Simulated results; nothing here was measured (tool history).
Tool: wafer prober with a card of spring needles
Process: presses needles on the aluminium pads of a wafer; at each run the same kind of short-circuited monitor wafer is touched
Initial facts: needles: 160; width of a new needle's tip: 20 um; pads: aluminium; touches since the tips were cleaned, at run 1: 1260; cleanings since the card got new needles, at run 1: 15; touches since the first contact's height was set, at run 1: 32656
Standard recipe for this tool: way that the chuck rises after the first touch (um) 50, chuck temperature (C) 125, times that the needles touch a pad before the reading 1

run	hour	way that the chuck rises after the first touch (um)	chuck temperature (C)	times that the needles touch a pad before the reading	touches since the tips were cleaned	cleanings since the card got new needles	touches since the first contact's height was set	resistance of one needle with its contact and lead (mohm)	way that a needle slides on the pad (um)
1	0	50	125	1	1260	15	32656	293	6.484
# hour 11.3: tips cleaned on abrasive film
2	15.3	50	125	1	1579	16	38622	484	6.463
# hour 26: tips cleaned on abrasive film
3	27.8	50	125	1	705	17	43454	280	6.461
# hour 40.4: tips cleaned on abrasive film
4	45.1	50	125	1	1814	18	50203	303	6.454
# hour 55.5: tips cleaned on abrasive film
5	62.1	50	125	1	2589	19	56845	334	6.441
# hour 69.6: tips cleaned on abrasive film
6	80.3	50	125	1	4187	20	63933	373	6.437
# hour 83.7: tips cleaned on abrasive film
# hour 89.4: height of the first contact set anew
# hour 93.4: tips cleaned on abrasive film, once more
7	95	50	125	1	629	22	2179	259	6.483
8	102.9	50	125	1	3712	22	5262	350	6.496
# hour 108.2: tips cleaned on abrasive film
9	120.4	50	125	1	4777	23	12099	390	6.496
# hour 122.7: tips cleaned on abrasive film
10	133.4	31	125	1	4173	24	17142	639	4.009
# hour 137.6: tips cleaned on abrasive film
# hour 152.2: tips cleaned on abrasive film
11	152.2	31	125	1	0	26	24429	291	3.996
12	162.9	50	125	1	4208	26	28637	366	6.473

Estimate the outcome of run 13 from the log above:
# hour 167.2: tips cleaned on abrasive film
13	173.6	50	125	1	2477	27	32767	?	?

resistance of one needle with its contact and lead (mohm): 326
way that a needle slides on the pad (um): 6.458
Minus the tool's unlogged condition, the same run would have read resistance of one needle with its contact and lead (mohm) 219, way that a needle slides on the pad (um) 6.497.

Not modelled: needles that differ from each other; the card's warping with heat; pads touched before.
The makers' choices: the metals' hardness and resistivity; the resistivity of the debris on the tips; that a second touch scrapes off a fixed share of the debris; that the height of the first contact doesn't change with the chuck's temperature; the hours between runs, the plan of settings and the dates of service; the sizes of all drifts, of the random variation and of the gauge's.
